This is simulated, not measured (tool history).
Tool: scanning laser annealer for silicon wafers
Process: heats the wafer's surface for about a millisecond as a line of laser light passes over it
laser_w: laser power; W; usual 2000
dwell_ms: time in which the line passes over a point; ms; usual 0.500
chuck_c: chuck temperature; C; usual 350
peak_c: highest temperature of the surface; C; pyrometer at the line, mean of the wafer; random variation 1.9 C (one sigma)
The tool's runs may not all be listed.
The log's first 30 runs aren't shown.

run,hour,laser_w,dwell_ms,chuck_c,peak_c
31,1945.3,2072,0.438,350,1103
32,1988.0,2072,0.438,350,1104
33,2054.9,1860,0.549,325,1083
34,2105.6,1860,0.549,325,1082
35,2166.7,1898,0.430,350,1036
36,2249.0,2127,0.384,351,1073
37,2303.4,1893,0.417,350,1020
38,2368.4,2000,0.500,327,1096
39,2447.2,1925,0.500,315,1053
# hour 2462.6: optics aligned, line set to its width
40,2526.5,1925,0.500,315,1068
# hour 2543.4: window over the wafer cleaned
41,2610.7,1828,0.500,356,1083

3 ways to go on from here, each from the tool as it stands after run 41. What would each give?
A,2672.6,2136,0.500,312,?
B,2672.6,2169,0.500,360,?
C,2672.6,1828,0.500,358,?

run,peak_c
A,1145
B,1207
C,1085
Without the tool's hidden state the same runs would have given:
run,peak_c
A,1140
B,1201
C,1080

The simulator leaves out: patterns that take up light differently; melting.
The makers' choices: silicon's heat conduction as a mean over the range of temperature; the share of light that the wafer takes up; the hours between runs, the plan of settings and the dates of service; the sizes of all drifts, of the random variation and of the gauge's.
